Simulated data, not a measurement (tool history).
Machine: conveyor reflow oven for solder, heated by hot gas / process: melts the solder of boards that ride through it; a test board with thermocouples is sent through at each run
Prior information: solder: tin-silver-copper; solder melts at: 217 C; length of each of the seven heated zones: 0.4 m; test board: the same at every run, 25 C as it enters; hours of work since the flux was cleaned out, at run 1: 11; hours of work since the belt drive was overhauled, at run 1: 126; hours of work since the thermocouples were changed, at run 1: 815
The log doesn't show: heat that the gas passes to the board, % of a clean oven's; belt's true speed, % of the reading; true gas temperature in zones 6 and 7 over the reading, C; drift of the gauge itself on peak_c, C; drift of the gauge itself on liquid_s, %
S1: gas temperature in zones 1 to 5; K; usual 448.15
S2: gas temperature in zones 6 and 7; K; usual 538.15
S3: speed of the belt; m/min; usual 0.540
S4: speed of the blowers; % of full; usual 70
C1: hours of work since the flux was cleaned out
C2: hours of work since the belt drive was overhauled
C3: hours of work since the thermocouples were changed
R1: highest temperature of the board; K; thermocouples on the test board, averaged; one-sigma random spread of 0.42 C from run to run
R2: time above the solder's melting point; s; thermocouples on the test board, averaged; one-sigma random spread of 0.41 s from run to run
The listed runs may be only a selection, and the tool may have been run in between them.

run 1 day=0.000 | S1=448.15 S2=538.15 S3=0.540 S4=70 | C1=11 C2=126 C3=815 | R1=519.95 R2=62.7
run 2 day=0.871 | S1=448.15 S2=538.15 S3=0.603 S4=70 | C1=20 C2=134 C3=824 | R1=517.35 R2=52.2
run 3 day=1.571 | S1=448.15 S2=538.15 S3=0.603 S4=70 | C1=26 C2=141 C3=831 | R1=516.35 R2=51.9
run 4 day=2.067 | S1=448.15 S2=538.15 S3=0.540 S4=70 | C1=31 C2=146 C3=836 | R1=520.85 R2=62.3
run 5 day=2.525 | S1=448.15 S2=538.15 S3=0.540 S4=70 | C1=36 C2=150 C3=840 | R1=520.15 R2=62.9
run 6 day=3.442 | S1=448.15 S2=538.15 S3=0.540 S4=70 | C1=45 C2=159 C3=849 | R1=520.35 R2=62.7
run 7 day=4.138 | S1=448.15 S2=537.15 S3=0.540 S4=70 | C1=52 C2=166 C3=856 | R1=519.65 R2=61.5
run 8 day=4.700 | S1=451.15 S2=537.15 S3=0.540 S4=70 | C1=57 C2=172 C3=861 | R1=520.75 R2=63.4
run 9 day=5.538 | S1=451.15 S2=537.15 S3=0.540 S4=70 | C1=65 C2=180 C3=870 | R1=520.55 R2=63.3
run 10 day=6.021 | S1=448.15 S2=538.15 S3=0.540 S4=70 | C1=70 C2=185 C3=874 | R1=520.65 R2=62.6
run 11 day=6.442 | S1=448.15 S2=538.15 S3=0.540 S4=70 | C1=74 C2=189 C3=879 | R1=519.65 R2=62.2
-- day=7.012 thermocouples of zones 6 and 7 changed
run 12 day=7.146 | S1=448.15 S2=538.15 S3=0.525 S4=70 | C1=80 C2=195 C3=1 | R1=523.25 R2=67.1
run 13 day=7.833 | S1=448.15 S2=538.15 S3=0.525 S4=70 | C1=87 C2=202 C3=8 | R1=523.95 R2=68.2
run 14 day=8.725 | S1=448.15 S2=538.15 S3=0.525 S4=70 | C1=96 C2=210 C3=17 | R1=523.65 R2=67.5
run 15 day=9.717 | S1=448.15 S2=538.15 S3=0.540 S4=70 | C1=106 C2=220 C3=27 | R1=522.95 R2=63.5
run 16 day=10.458 | S1=438.15 S2=530.15 S3=0.644 S4=68 | C1=113 C2=227 C3=34 | R1=506.25 R2=32.6
run 17 day=11.412 | S1=448.15 S2=545.15 S3=0.540 S4=80 | C1=122 C2=237 C3=43 | R1=529.95 R2=71.4
run 18 day=12.012 | S1=459.15 S2=538.15 S3=0.646 S4=70 | C1=128 C2=243 C3=49 | R1=517.95 R2=53.5
run 19 day=12.583 | S1=459.15 S2=538.15 S3=0.646 S4=70 | C1=134 C2=248 C3=55 | R1=518.45 R2=53.2
run 20 day=13.096 | S1=459.15 S2=538.15 S3=0.646 S4=70 | C1=139 C2=253 C3=60 | R1=518.55 R2=52.7
run 21 day=13.717 | S1=459.15 S2=538.15 S3=0.646 S4=70 | C1=145 C2=259 C3=66 | R1=518.75 R2=52.8
run 22 day=14.646 | S1=448.15 S2=538.15 S3=0.501 S4=52 | C1=154 C2=269 C3=75 | R1=519.65 R2=66.1
run 23 day=15.208 | S1=462.15 S2=538.15 S3=0.439 S4=52 | C1=160 C2=274 C3=81 | R1=526.95 R2=92.2
-- day=15.692 flux residue cleaned out of gas plates and filters
run 24 day=15.854 | S1=462.15 S2=538.15 S3=0.439 S4=52 | C1=2 C2=278 C3=85 | R1=527.05 R2=94.3
run 25 day=16.617 | S1=448.15 S2=552.15 S3=0.540 S4=88 | C1=9 C2=286 C3=92 | R1=538.85 R2=76.6
run 26 day=17.375 | S1=448.15 S2=552.15 S3=0.580 S4=58 | C1=17 C2=293 C3=100 | R1=528.85 R2=63.2
run 27 day=17.983 | S1=435.15 S2=527.15 S3=0.580 S4=58 | C1=22 C2=299 C3=106 | R1=505.75 R2=32.1
run 28 day=18.833 | S1=446.15 S2=538.15 S3=0.507 S4=70 | C1=31 C2=308 C3=114 | R1=523.25 R2=70.2
run 29 day=19.562 | S1=460.15 S2=527.15 S3=0.473 S4=52 | C1=38 C2=315 C3=121 | R1=514.35 R2=71.8
run 30 day=20.129 | S1=461.15 S2=527.15 S3=0.473 S4=52 | C1=44 C2=320 C3=127 | R1=514.75 R2=73.1

Pick out some run-to-run changes in R1. Of each, how much would a tool without hidden state show as well, from the settings, what came in and chance, and how much is left for the hidden state and any gauge scatter not in both results compared?
Run 11 -> 12: S3 0.540 -> 0.525, thermocouples of zones 6 and 7 changed. R1 +3.60 K: hidden state +2.30, all else +1.30.
Run 15 -> 16: S1 448.15 -> 438.15, S2 538.15 -> 530.15, S3 0.540 -> 0.644, S4 70 -> 68. R1 -16.70 K: hidden state -0.30, all else -16.40.
Run 16 -> 17: S1 438.15 -> 448.15, S2 530.15 -> 545.15, S3 0.644 -> 0.540, S4 68 -> 80. R1 +23.70 K: hidden state +0.10, all else +23.60.
Run 23 -> 24: flux residue cleaned out of gas plates and filters. R1 +0.10 K: hidden state +0.40, all else -0.30.
Run 26 -> 27: S1 448.15 -> 435.15, S2 552.15 -> 527.15. R1 -23.10 K: hidden state -0.10, all else -23.00.
Run 27 -> 28: S1 435.15 -> 446.15, S2 527.15 -> 538.15, S3 0.580 -> 0.507, S4 58 -> 70. R1 +17.50 K: hidden state -0.10, all else +17.60.
